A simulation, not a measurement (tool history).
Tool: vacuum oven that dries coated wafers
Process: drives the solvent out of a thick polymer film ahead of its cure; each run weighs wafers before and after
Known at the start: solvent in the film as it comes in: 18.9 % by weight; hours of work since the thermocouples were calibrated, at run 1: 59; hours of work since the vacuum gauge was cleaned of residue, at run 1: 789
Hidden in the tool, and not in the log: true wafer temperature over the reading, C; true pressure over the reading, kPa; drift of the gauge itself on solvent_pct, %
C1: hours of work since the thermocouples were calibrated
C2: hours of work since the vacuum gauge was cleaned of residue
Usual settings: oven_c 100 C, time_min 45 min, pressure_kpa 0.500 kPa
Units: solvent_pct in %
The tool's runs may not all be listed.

Run 1, hour 0.0: usual settings; C1 59; C2 789. Result: solvent_pct 4.46 %.
Run 2, hour 48.7: usual settings; C1 80; C2 811. Result: solvent_pct 4.55 %.
Run 3, hour 96.1: usual settings but pressure_kpa 0.302 kPa; C1 101; C2 832. Result: solvent_pct 4.47 %.
Run 4, hour 137.6: usual settings but pressure_kpa 0.302 kPa; C1 119; C2 850. Result: solvent_pct 4.48 %.
Run 5, hour 210.1: usual settings but oven_c 87 C; C1 151; C2 881. Result: solvent_pct 9.33 %.
Run 6, hour 247.1: usual settings but oven_c 87 C; C1 167; C2 898. Result: solvent_pct 9.31 %.
Run 7, hour 305.3: usual settings but oven_c 87 C; C1 192; C2 923. Result: solvent_pct 9.20 %.
Run 8, hour 370.3: usual settings but pressure_kpa 0.942 kPa; C1 221; C2 952. Result: solvent_pct 4.80 %.
Run 9, hour 457.9: usual settings but pressure_kpa 1.899 kPa; C1 259; C2 990. Result: solvent_pct 5.31 %.
Run 10, hour 541.0: usual settings but pressure_kpa 1.899 kPa; C1 296; C2 1026. Result: solvent_pct 5.40 %.
Run 11, hour 579.2: usual settings but oven_c 106 C, time_min 36 min, pressure_kpa 1.899 kPa; C1 312; C2 1043. Result: solvent_pct 4.43 %.
Run 12, hour 633.8: usual settings but oven_c 112 C, time_min 26 min, pressure_kpa 0.626 kPa; C1 336; C2 1067. Result: solvent_pct 3.67 %.
Run 13, hour 707.0: usual settings but oven_c 109 C, pressure_kpa 1.059 kPa; C1 368; C2 1099. Result: solvent_pct 2.27 %.
Run 14, hour 763.3: usual settings but oven_c 91 C, time_min 74 min, pressure_kpa 0.257 kPa; C1 393; C2 1124. Result: solvent_pct 5.24 %.
Run 15, hour 804.8: usual settings but oven_c 91 C, time_min 74 min, pressure_kpa 0.257 kPa; C1 411; C2 1142. Result: solvent_pct 5.26 %.

Measured less the same run without the tool's hidden state. The same run-to-run variation is in both; the gauge's scatter may not be:
run  solvent_pct
  1        +0.17
  2        +0.19
  3        +0.21
  4        +0.22
  5        +0.26
  6        +0.27
  7        +0.29
  8        +0.30
  9        +0.34
 10        +0.37
 11        +0.34
 12        +0.31
 13        +0.32
 14        +0.52
 15        +0.54
